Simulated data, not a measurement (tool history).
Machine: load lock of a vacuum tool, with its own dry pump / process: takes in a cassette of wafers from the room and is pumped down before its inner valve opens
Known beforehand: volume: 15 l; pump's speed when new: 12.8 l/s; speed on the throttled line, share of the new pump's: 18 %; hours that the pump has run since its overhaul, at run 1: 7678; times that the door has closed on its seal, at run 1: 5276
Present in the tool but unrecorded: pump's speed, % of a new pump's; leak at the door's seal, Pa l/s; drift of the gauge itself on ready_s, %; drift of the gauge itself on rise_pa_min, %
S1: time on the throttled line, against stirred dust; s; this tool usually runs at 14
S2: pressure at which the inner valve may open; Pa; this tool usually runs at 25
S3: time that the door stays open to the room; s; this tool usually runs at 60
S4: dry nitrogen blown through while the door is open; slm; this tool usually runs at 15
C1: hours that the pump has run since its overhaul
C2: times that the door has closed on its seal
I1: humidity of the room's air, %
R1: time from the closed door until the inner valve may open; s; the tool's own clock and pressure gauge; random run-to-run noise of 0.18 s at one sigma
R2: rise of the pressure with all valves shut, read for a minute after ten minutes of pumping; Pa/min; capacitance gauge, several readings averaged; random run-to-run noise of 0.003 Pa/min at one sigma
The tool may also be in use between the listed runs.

Run 1, hour 0: usual settings; C1 7678; C2 5276; I1 47.3. Result: R1 22.2 s, R2 0.065 Pa/min.
Run 2, hour 53.3: usual settings; C1 7731; C2 5432; I1 41.5. Result: R1 22.3 s, R2 0.058 Pa/min.
Run 3, hour 106.6: usual settings; C1 7785; C2 5588; I1 45.7. Result: R1 22.1 s, R2 0.068 Pa/min.
Run 4, hour 196.3: usual settings; C1 7874; C2 5850; I1 46. Result: R1 21.9 s, R2 0.062 Pa/min.
Run 5, hour 247: usual settings but S4 16 slm; C1 7925; C2 5998; I1 44.2. Result: R1 21.8 s, R2 0.061 Pa/min.
Run 6, hour 287.2: usual settings but S4 16 slm; C1 7965; C2 6116; I1 47.8. Result: R1 22.1 s, R2 0.07 Pa/min.
Run 7, hour 326.1: usual settings but S2 33 Pa; C1 8004; C2 6229; I1 44.4. Result: R1 21.7 s, R2 0.067 Pa/min.
Run 8, hour 374.3: usual settings but S2 33 Pa; C1 8052; C2 6370; I1 41.1. Result: R1 21.7 s, R2 0.069 Pa/min.
Run 9, hour 435.8: usual settings; C1 8114; C2 6550; I1 44.6. Result: R1 22 s, R2 0.068 Pa/min.
Run 10, hour 479.9: usual settings; C1 8158; C2 6679; I1 45.9. Result: R1 22.1 s, R2 0.07 Pa/min.
Run 11, hour 563.3: usual settings; C1 8241; C2 6923; I1 49. Result: R1 21.7 s, R2 0.074 Pa/min.
Run 12, hour 647.3: usual settings; C1 8325; C2 7168; I1 46.7. Result: R1 22.5 s, R2 0.074 Pa/min.
Run 13, hour 729.5: usual settings; C1 8408; C2 7409; I1 47.8. Result: R1 22.1 s, R2 0.074 Pa/min.
Run 14, hour 814.3: usual settings but S1 21 s, S2 23 Pa, S3 151 s; C1 8492; C2 7656; I1 45.1. Result: R1 27.6 s, R2 0.1 Pa/min.
Run 15, hour 867.3: usual settings but S1 15 s, S2 21 Pa, S3 41 s, S4 22 slm; C1 8545; C2 7812; I1 45.8. Result: R1 23.1 s, R2 0.064 Pa/min.
Run 16, hour 913.4: usual settings but S1 20 s, S2 30 Pa, S3 28 s, S4 10 slm; C1 8591; C2 7946; I1 41.8. Result: R1 26.6 s, R2 0.069 Pa/min.
Run 17, hour 973.1: usual settings but S1 10 s, S2 26 Pa, S3 107 s, S4 10 slm; C1 8651; C2 8121; I1 44.4. Result: R1 18.9 s, R2 0.101 Pa/min.
Run 18, hour 1015.8: usual settings but S1 10 s, S2 26 Pa, S3 107 s, S4 10 slm; C1 8694; C2 8246; I1 45.7. Result: R1 19 s, R2 0.106 Pa/min.
Run 19, hour 1104.3: usual settings but S3 178 s, S4 42 slm; C1 8782; C2 8504; I1 44. Result: R1 22.1 s, R2 0.075 Pa/min.
Run 20, hour 1147.9: usual settings but S3 238 s; C1 8826; C2 8632; I1 42.1. Result: R1 22.3 s, R2 0.114 Pa/min.
Run 21, hour 1192.6: usual settings but S2 38 Pa, S3 192 s; C1 8871; C2 8762; I1 45.5. Result: R1 21.7 s, R2 0.114 Pa/min.
Run 22, hour 1240.7: usual settings but S1 16 s, S2 38 Pa, S3 30 s; C1 8919; C2 8903; I1 45.4. Result: R1 23.1 s, R2 0.069 Pa/min.
Run 23, hour 1318: usual settings but S1 21 s, S2 36 Pa, S3 140 s; C1 8996; C2 9129; I1 47.1. Result: R1 27.3 s, R2 0.105 Pa/min.
Run 24, hour 1377.6: usual settings but S1 16 s, S2 36 Pa, S3 40 s, S4 4 slm; C1 9056; C2 9303; I1 42.5. Result: R1 23.3 s, R2 0.088 Pa/min.
Run 25, hour 1453.4: usual settings but S1 9 s, S2 26 Pa, S3 40 s, S4 4 slm; C1 9131; C2 9525; I1 46. Result: R1 18.4 s, R2 0.099 Pa/min.

Forecast each of these 4 alternatives for the next run:
Run A, hour 1536.9: usual settings but S1 9 s, S2 26 Pa, S3 51 s, S4 4 slm; C1 9215; C2 9769; I1 42.6. Result: R1 ?, R2 ?.
Run B, hour 1536.9: usual settings but S1 25 s, S2 26 Pa, S3 40 s, S4 27 slm; C1 9215; C2 9769; I1 42.5. Result: R1 ?, R2 ?.
Run C, hour 1536.9: usual settings but S1 8 s, S2 31 Pa, S3 115 s, S4 4 slm; C1 9215; C2 9769; I1 43.2. Result: R1 ?, R2 ?.
Run D, hour 1536.9: usual settings but S1 19 s; C1 9215; C2 9769; I1 45.5. Result: R1 ?, R2 ?.

run    R1     R2
  A  18.2  0.098
  B  30.7  0.062
  C  17.2  0.124
  D  26.6  0.092
Without the tool's hidden state the same runs would have given:
run    R1     R2
  A  17.2  0.055
  B    30   0.02
  C  16.2  0.081
  D  25.8  0.049
